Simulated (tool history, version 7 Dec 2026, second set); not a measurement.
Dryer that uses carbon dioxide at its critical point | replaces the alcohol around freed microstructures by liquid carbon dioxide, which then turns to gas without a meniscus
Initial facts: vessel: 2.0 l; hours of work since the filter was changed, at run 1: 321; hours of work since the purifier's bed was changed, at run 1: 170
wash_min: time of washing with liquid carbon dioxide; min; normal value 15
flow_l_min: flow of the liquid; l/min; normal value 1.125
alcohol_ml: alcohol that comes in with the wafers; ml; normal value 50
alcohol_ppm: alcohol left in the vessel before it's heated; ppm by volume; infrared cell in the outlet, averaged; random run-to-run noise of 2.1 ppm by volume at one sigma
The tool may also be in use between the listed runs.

run   hour  wash_min  flow_l_min  alcohol_ml  hours of work since the filter was changed  hours of work since the purifier's bed was changed  alcohol_ppm
  1      0        15       1.125          50                                         321                                                 170           49
  2   15.5        15       1.125          50                                         328                                                 176           49
  3   30.2        15       1.125          50                                         334                                                 182           53
  4     39        15       1.125          64                                         337                                                 186           61
  5     50        15       1.125          37                                         342                                                 191           45
  6   69.4        14       1.125          50                                         350                                                 199           69
  7   80.8        14       1.125          50                                         355                                                 203           71
  8   90.5        11       1.125          50                                         359                                                 207          213
  9  101.7        11       1.125          50                                         363                                                 212          212
     112.8  -- inlet filter changed
 10  119.8        11       1.125          50                                           3                                                 219          143
 11  135.9        11       1.125          50                                          10                                                 226          141
 12  147.2        11        1.09          46                                          14                                                 231          157
 13  163.8        20        1.81          66                                          21                                                 238           28
 14  175.1        20        1.81          66                                          26                                                 242           22
 15  188.2        15        0.84          50                                          31                                                 248          127
 16  197.6        15        0.84          50                                          35                                                 252          132
 17  206.2        12        0.88          50                                          39                                                 255          286
 18  214.8        12        0.88          50                                          42                                                 259          285
 19  234.4        12        0.88          50                                          50                                                 267          294

Predict each of these 5 candidate next runs independently; none follows another, all start after run 19:
  A   251        17         1.5          56                                          57                                                 274            ?
  B   251        20        1.41          86                                          57                                                 274            ?
  C   251        15         1.6          50                                          57                                                 274            ?
  D   251        10        0.88          50                                          57                                                 274            ?
  E   251        24        1.41          34                                          57                                                 274            ?

run  alcohol_ppm
  A           27
  B           29
  C           27
  D          597
  E           26
Stripped of hidden state, with their random variation kept, the same runs would have yielded:
run  alcohol_ppm
  A            5
  B            8
  C            5
  D          527
  E            4
